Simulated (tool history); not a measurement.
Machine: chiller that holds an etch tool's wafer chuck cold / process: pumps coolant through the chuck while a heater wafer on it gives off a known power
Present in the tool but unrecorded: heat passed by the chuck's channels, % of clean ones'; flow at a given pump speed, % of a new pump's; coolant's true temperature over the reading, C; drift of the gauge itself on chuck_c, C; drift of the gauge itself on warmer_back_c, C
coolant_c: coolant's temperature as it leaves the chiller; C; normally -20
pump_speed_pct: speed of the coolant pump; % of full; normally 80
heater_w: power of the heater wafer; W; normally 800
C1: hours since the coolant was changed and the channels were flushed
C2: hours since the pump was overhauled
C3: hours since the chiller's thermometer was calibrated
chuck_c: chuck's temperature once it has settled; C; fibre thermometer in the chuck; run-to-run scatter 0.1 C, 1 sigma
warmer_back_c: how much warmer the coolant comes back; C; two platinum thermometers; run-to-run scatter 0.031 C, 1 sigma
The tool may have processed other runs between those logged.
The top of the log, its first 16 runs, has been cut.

run 17 hour=681.7 | coolant_c=-24 pump_speed_pct=80 heater_w=800 | C1=2153 C2=804 C3=1523 | chuck_c=-16.6 warmer_back_c=2.17
run 18 hour=723.4 | coolant_c=-29 pump_speed_pct=66 heater_w=800 | C1=2194 C2=845 C3=1565 | chuck_c=-20.4 warmer_back_c=2.65
run 19 hour=760.6 | coolant_c=-16 pump_speed_pct=66 heater_w=857 | C1=2231 C2=882 C3=1602 | chuck_c=-6.9 warmer_back_c=2.81
run 20 hour=797.4 | coolant_c=-16 pump_speed_pct=66 heater_w=857 | C1=2268 C2=919 C3=1639 | chuck_c=-6.9 warmer_back_c=2.81
run 21 hour=843.6 | coolant_c=-16 pump_speed_pct=66 heater_w=769 | C1=2314 C2=965 C3=1685 | chuck_c=-8.0 warmer_back_c=2.56
run 22 hour=906.7 | coolant_c=-16 pump_speed_pct=66 heater_w=769 | C1=2378 C2=1029 C3=1748 | chuck_c=-7.6 warmer_back_c=2.56
run 23 hour=953.3 | coolant_c=-29 pump_speed_pct=83 heater_w=800 | C1=2424 C2=1075 C3=1795 | chuck_c=-22.0 warmer_back_c=2.09
run 24 hour=1007.7 | coolant_c=-18 pump_speed_pct=80 heater_w=1024 | C1=2479 C2=1129 C3=1849 | chuck_c=-8.5 warmer_back_c=2.77
run 25 hour=1074.2 | coolant_c=-20 pump_speed_pct=99 heater_w=621 | C1=2545 C2=1196 C3=1916 | chuck_c=-14.8 warmer_back_c=1.41
run 26 hour=1136.0 | coolant_c=-22 pump_speed_pct=80 heater_w=800 | C1=2607 C2=1258 C3=1977 | chuck_c=-14.5 warmer_back_c=2.16
run 27 hour=1169.3 | coolant_c=-16 pump_speed_pct=72 heater_w=600 | C1=2640 C2=1291 C3=2011 | chuck_c=-10.0 warmer_back_c=1.81
run 28 hour=1206.4 | coolant_c=-20 pump_speed_pct=80 heater_w=800 | C1=2677 C2=1328 C3=2048 | chuck_c=-12.7 warmer_back_c=2.17
run 29 hour=1272.9 | coolant_c=-20 pump_speed_pct=80 heater_w=800 | C1=2744 C2=1395 C3=2114 | chuck_c=-12.6 warmer_back_c=2.17
run 30 hour=1303.2 | coolant_c=-20 pump_speed_pct=61 heater_w=551 | C1=2774 C2=1425 C3=2145 | chuck_c=-13.9 warmer_back_c=1.96
run 31 hour=1365.1 | coolant_c=-20 pump_speed_pct=97 heater_w=551 | C1=2836 C2=1487 C3=2206 | chuck_c=-15.5 warmer_back_c=1.27
run 32 hour=1395.8 | coolant_c=-24 pump_speed_pct=77 heater_w=447 | C1=2867 C2=1518 C3=2237 | chuck_c=-19.8 warmer_back_c=1.29

Below are 3 alternative next runs, each starting from the tool's condition after run 32. Predict each:
run A hour=1448.2 | coolant_c=-25 pump_speed_pct=97 heater_w=699 | C1=2919 C2=1570 C3=2290 | chuck_c=? warmer_back_c=?
run B hour=1448.2 | coolant_c=-24 pump_speed_pct=77 heater_w=579 | C1=2919 C2=1570 C3=2290 | chuck_c=? warmer_back_c=?
run C hour=1448.2 | coolant_c=-10 pump_speed_pct=61 heater_w=800 | C1=2919 C2=1570 C3=2290 | chuck_c=? warmer_back_c=?

run=A chuck_c=-19.4 warmer_back_c=1.65
run=B chuck_c=-18.3 warmer_back_c=1.65
run=C chuck_c=-1.1 warmer_back_c=2.84
Had the tool no hidden state, the same runs would have come out as:
run=A chuck_c=-19.4 warmer_back_c=1.65
run=B chuck_c=-18.3 warmer_back_c=1.65
run=C chuck_c=-1.1 warmer_back_c=2.83
